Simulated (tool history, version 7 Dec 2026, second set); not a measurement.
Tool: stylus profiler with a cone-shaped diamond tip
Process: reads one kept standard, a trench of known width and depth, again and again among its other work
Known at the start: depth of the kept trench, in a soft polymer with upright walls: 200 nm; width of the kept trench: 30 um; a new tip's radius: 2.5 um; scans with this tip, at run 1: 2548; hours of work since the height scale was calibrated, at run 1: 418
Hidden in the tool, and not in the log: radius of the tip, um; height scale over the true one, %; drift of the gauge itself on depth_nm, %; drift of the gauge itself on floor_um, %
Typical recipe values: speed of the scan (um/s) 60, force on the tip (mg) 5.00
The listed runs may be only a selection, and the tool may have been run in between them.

run   hour  speed of the scan (um/s)  force on the tip (mg)  scans with this tip  hours of work since the height scale was calibrated  depth of the trench (Å)  width of the trench's floor (nm)
  1    0.0                        60                   5.00                 2548                                                  418                   2037.1                             27660
  2   19.9                        60                   5.00                 2600                                                  427                   2037.2                             27630
  3   34.1                        60                   5.00                 2637                                                  433                   2037.3                             27690
  4   63.7                        31                   5.00                 2714                                                  445                   2037.2                             27650
  5   89.9                        16                   5.00                 2782                                                  457                   2037.9                             27720
  6  105.8                        16                   5.00                 2824                                                  463                   2037.5                             27680
  7  129.3                       142                   5.00                 2885                                                  473                   2037.6                             27440
  8  147.9                        60                   5.00                 2934                                                  481                   2038.6                             27600
  9  170.7                        60                   5.00                 2993                                                  491                   2038.2                             27610
 10  196.2                        38                   5.00                 3059                                                  502                   2038.1                             27640
 11  212.8                        38                   5.00                 3103                                                  509                   2038.0                             27620
 12  233.6                        38                   5.00                 3157                                                  518                   2037.4                             27640
 13  261.8                        60                   5.00                 3230                                                  530                   2038.1                             27610
 14  275.1                        60                   5.00                 3265                                                  536                   2037.4                             27620
 15  301.4                        36                   5.00                 3333                                                  547                   2038.6                             27650
 16  323.6                        36                   5.00                 3391                                                  556                   2036.9                             27590
 17  345.4                        45                   5.00                 3448                                                  566                   2037.4                             27640
 18  359.3                        45                   5.00                 3484                                                  572                   2038.3                             27580
     361.6  -- height scale calibrated on a step standard
 19  378.9                        60                   5.00                 3534                                                    7                   2039.8                             27550
 20  403.5                        60                   2.04                 3598                                                   18                   2023.2                             27350
 21  432.1                        60                   2.04                 3673                                                   30                   2022.9                             27480
 22  461.5                        60                   2.04                 3749                                                   43                   2023.1                             27510
 23  487.4                        95                   2.04                 3817                                                   54                   2023.8                             27330
 24  506.0                        95                   2.04                 3865                                                   62                   2023.6                             27330
     508.2  -- height scale calibrated on a step standard, once more
 25  526.7                        95                   2.04                 3918                                                    8                   2020.2                             27360
 26  541.3                        71                   7.42                 3956                                                   14                   2047.4                             27510
 27  569.7                        60                   2.05                 4030                                                   26                   2019.4                             27440
 28  586.0                        60                   2.05                 4072                                                   33                   2018.9                             27450
 29  604.7                        60                   2.78                 4121                                                   41                   2024.1                             27450
 30  634.5                       138                   9.60                 4198                                                   54                   2056.4                             27390
 31  647.9                       138                   9.60                 4234                                                   60                   2055.2                             27330
 32  670.8                       138                   2.89                 4293                                                   69                   2024.7                             27200
 33  699.8                       138                   2.89                 4369                                                   82                   2025.3                             27170
 34  723.2                       131                   3.82                 4430                                                   92                   2030.9                             27240
 35  739.3                        31                   5.05                 4472                                                   99                   2036.6                             27500
 36  766.5                        16                   3.07                 4542                                                  110                   2026.2                             27490
 37  781.8                        58                   6.14                 4582                                                  117                   2041.0                             27450

Run 38 has not been measured yet. What should we expect?
 38  795.7                        58                   6.14                 4619                                                  123                        ?                                 ?

{"run 38": {"depth of the trench (Å)": 2040.6, "width of the trench's floor (nm)": 27470}}
If the tool had no hidden condition, the same run with the same run-to-run variation would have returned depth of the trench (Å) 2040.3, width of the trench's floor (nm) 27940.

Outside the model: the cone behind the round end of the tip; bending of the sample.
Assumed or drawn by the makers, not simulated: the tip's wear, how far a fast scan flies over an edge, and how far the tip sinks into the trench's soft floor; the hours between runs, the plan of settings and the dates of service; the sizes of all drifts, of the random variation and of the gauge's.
